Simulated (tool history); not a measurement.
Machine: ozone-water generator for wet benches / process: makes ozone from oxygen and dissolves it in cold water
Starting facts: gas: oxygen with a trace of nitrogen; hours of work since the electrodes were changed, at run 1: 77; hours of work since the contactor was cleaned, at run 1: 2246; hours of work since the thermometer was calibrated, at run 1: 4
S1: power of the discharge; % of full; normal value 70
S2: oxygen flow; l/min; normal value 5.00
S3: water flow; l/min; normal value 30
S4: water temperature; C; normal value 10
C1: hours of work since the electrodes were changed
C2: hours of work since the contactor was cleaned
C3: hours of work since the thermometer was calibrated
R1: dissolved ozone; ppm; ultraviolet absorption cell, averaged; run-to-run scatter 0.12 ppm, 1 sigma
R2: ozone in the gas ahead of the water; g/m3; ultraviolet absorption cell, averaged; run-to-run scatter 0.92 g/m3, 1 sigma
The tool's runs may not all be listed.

| run | hour | S1 | S2 | S3 | S4 | C1 | C2 | C3 | R1 | R2 |
|---|---|---|---|---|---|---|---|---|---|---|
| 1 | 0.0 | 70 | 5.00 | 30 | 10 | 77 | 2246 | 4 | 11.8 | 153.9 |
| 2 | 15.5 | 70 | 5.00 | 30 | 10 | 90 | 2259 | 17 | 11.8 | 153.5 |
| 3 | 37.6 | 70 | 5.00 | 31 | 10 | 108 | 2277 | 35 | 11.5 | 153.7 |
| 4 | 61.2 | 70 | 5.00 | 30 | 11 | 127 | 2296 | 54 | 11.6 | 152.8 |
| 5 | 86.4 | 70 | 5.00 | 36 | 11 | 148 | 2317 | 75 | 10.1 | 153.0 |
| 6 | 109.5 | 56 | 5.00 | 30 | 10 | 167 | 2336 | 94 | 10.5 | 135.1 |
| 7 | 124.1 | 56 | 5.00 | 30 | 10 | 179 | 2348 | 105 | 10.4 | 136.7 |
| 8 | 153.0 | 56 | 5.00 | 30 | 10 | 202 | 2371 | 129 | 10.4 | 136.0 |
| 9 | 167.3 | 56 | 5.00 | 30 | 10 | 214 | 2383 | 141 | 10.5 | 135.5 |
| 10 | 180.2 | 56 | 5.00 | 30 | 10 | 225 | 2394 | 151 | 10.4 | 134.0 |
| 11 | 206.1 | 70 | 5.00 | 30 | 18 | 246 | 2415 | 173 | 11.1 | 152.6 |
| 12 | 230.4 | 70 | 5.00 | 30 | 18 | 266 | 2435 | 193 | 10.8 | 154.0 |
| 13 | 259.5 | 66 | 5.00 | 30 | 10 | 290 | 2459 | 216 | 11.3 | 149.0 |
| 14 | 288.7 | 55 | 5.00 | 30 | 10 | 314 | 2483 | 240 | 10.5 | 133.7 |
| 15 | 310.9 | 70 | 5.00 | 30 | 7 | 332 | 2501 | 258 | 12.0 | 152.0 |
| 16 | 328.3 | 70 | 5.00 | 30 | 7 | 346 | 2515 | 273 | 12.2 | 153.1 |
| 17 | 345.3 | 57 | 5.00 | 30 | 10 | 360 | 2529 | 287 | 10.4 | 135.8 |
|  | 351.5 | contactor cleaned |
| 18 | 362.9 | 65 | 8.79 | 38 | 5 | 371 | 9 | 298 | 9.4 | 100.5 |
| 19 | 381.0 | 65 | 8.79 | 38 | 5 | 386 | 24 | 313 | 9.4 | 98.1 |
| 20 | 408.4 | 87 | 8.79 | 38 | 5 | 408 | 47 | 335 | 10.9 | 117.4 |
| 21 | 428.1 | 43 | 5.00 | 30 | 10 | 424 | 63 | 351 | 9.0 | 116.3 |
| 22 | 458.8 | 61 | 6.47 | 35 | 13 | 450 | 88 | 376 | 9.0 | 118.0 |
|  | 473.1 | contactor cleaned, once more |
| 23 | 490.3 | 84 | 6.47 | 22 | 8 | 472 | 14 | 399 | 18.0 | 141.0 |
| 24 | 511.7 | 83 | 3.61 | 30 | 10 | 490 | 32 | 416 | 12.8 | 209.3 |
| 25 | 534.0 | 83 | 3.61 | 30 | 12 | 508 | 50 | 435 | 12.8 | 206.5 |
| 26 | 564.5 | 77 | 5.95 | 37 | 14 | 533 | 75 | 460 | 10.0 | 142.1 |
| 27 | 587.9 | 77 | 3.38 | 37 | 11 | 552 | 94 | 479 | 9.8 | 208.7 |
| 28 | 619.9 | 70 | 8.81 | 30 | 10 | 578 | 120 | 505 | 11.8 | 103.4 |
| 29 | 634.7 | 70 | 7.65 | 34 | 10 | 590 | 132 | 517 | 10.5 | 114.2 |
| 30 | 656.0 | 70 | 7.65 | 34 | 10 | 608 | 150 | 534 | 10.6 | 113.2 |
| 31 | 684.8 | 67 | 7.65 | 34 | 10 | 631 | 173 | 558 | 10.5 | 110.8 |
| 32 | 713.3 | 67 | 7.65 | 34 | 10 | 655 | 197 | 581 | 10.4 | 110.4 |
| 33 | 729.9 | 44 | 5.60 | 30 | 10 | 668 | 210 | 595 | 9.4 | 109.4 |

Here are 3 independent what-if runs from the current tool condition. What would each one return?
| A | 760.1 | 44 | 5.60 | 40 | 7 | 693 | 235 | 620 | ? | ? |
| B | 760.1 | 44 | 5.99 | 30 | 6 | 693 | 235 | 620 | ? | ? |
| C | 760.1 | 70 | 5.00 | 46 | 7 | 693 | 235 | 620 | ? | ? |

| run | R1 | R2 |
|---|---|---|
| A | 7.0 | 109.0 |
| B | 9.6 | 104.7 |
| C | 8.0 | 151.2 |
The same runs, with their run-to-run variation unchanged, on a tool lacking any hidden condition would have given:
| run | R1 | R2 |
|---|---|---|
| A | 7.1 | 110.2 |
| B | 9.7 | 105.9 |
| C | 8.1 | 153.4 |

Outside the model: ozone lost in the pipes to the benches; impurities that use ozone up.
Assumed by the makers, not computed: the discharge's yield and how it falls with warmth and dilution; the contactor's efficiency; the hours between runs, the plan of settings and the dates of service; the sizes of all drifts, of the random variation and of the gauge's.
